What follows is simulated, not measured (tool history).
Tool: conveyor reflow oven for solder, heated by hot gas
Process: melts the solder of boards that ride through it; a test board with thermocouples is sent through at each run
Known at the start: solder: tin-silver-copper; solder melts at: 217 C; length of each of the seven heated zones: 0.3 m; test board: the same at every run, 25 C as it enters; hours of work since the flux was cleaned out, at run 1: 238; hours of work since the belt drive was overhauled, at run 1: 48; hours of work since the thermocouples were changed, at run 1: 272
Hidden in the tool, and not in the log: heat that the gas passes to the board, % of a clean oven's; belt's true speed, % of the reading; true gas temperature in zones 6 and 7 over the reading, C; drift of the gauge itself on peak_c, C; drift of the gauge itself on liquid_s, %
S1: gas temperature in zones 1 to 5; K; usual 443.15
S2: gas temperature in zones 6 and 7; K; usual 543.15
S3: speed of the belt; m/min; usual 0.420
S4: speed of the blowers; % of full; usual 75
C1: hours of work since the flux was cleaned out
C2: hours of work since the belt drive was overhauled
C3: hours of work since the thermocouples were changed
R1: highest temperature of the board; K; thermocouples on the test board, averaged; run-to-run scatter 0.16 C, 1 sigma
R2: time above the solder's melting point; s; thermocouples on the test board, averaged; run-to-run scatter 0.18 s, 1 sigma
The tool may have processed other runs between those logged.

run,hour,S1,S2,S3,S4,C1,C2,C3,R1,R2
1,0.0,443.15,543.15,0.420,75,238,48,272,527.45,64.6
2,36.2,443.15,543.15,0.420,69,259,69,293,526.35,63.0
3,70.2,443.15,543.15,0.420,75,278,88,312,527.55,64.2
# hour 109.9: flux residue cleaned out of gas plates and filters
4,124.1,443.15,543.15,0.420,75,8,116,340,529.15,66.0
5,158.7,443.15,543.15,0.476,75,28,135,360,524.95,54.2
6,201.1,443.15,543.15,0.420,53,52,160,384,523.35,59.6
7,233.6,443.15,543.15,0.420,53,70,178,402,522.85,59.5
8,261.4,454.15,543.15,0.420,53,86,194,418,525.45,66.4
9,303.0,454.15,543.15,0.420,53,110,218,442,525.25,65.7
10,344.6,454.15,558.15,0.420,75,134,241,465,543.85,78.9
11,386.9,454.15,558.15,0.420,75,158,265,489,543.95,79.4
12,412.3,443.15,543.15,0.438,51,172,280,504,520.25,54.0
13,440.9,438.15,556.15,0.441,64,188,296,520,534.15,63.9
14,473.6,438.15,556.15,0.441,64,207,315,539,534.55,63.8
15,516.4,438.15,556.15,0.441,64,231,339,563,534.45,63.9
16,562.4,443.15,533.15,0.420,56,258,365,589,514.95,51.7
17,601.7,443.15,551.15,0.416,75,280,388,612,535.35,71.0
# hour 640.4: flux residue cleaned out of gas plates and filters
18,651.0,452.15,543.15,0.363,75,6,413,637,534.85,86.6

What if the next run were any one of these 3? Each begins from the tool's condition after run 18:
A,686.2,452.15,543.15,0.408,75,26,433,657,?,?
B,686.2,452.15,533.15,0.404,75,26,433,657,?,?
C,686.2,433.15,538.15,0.420,67,26,433,657,?,?

run,R1,R2
A,532.45,74.2
B,522.85,69.2
C,521.95,57.0
The same runs, with their run-to-run variation unchanged, on a tool lacking any hidden condition would have given:
run,R1,R2
A,531.75,73.2
B,522.15,68.1
C,521.15,55.9

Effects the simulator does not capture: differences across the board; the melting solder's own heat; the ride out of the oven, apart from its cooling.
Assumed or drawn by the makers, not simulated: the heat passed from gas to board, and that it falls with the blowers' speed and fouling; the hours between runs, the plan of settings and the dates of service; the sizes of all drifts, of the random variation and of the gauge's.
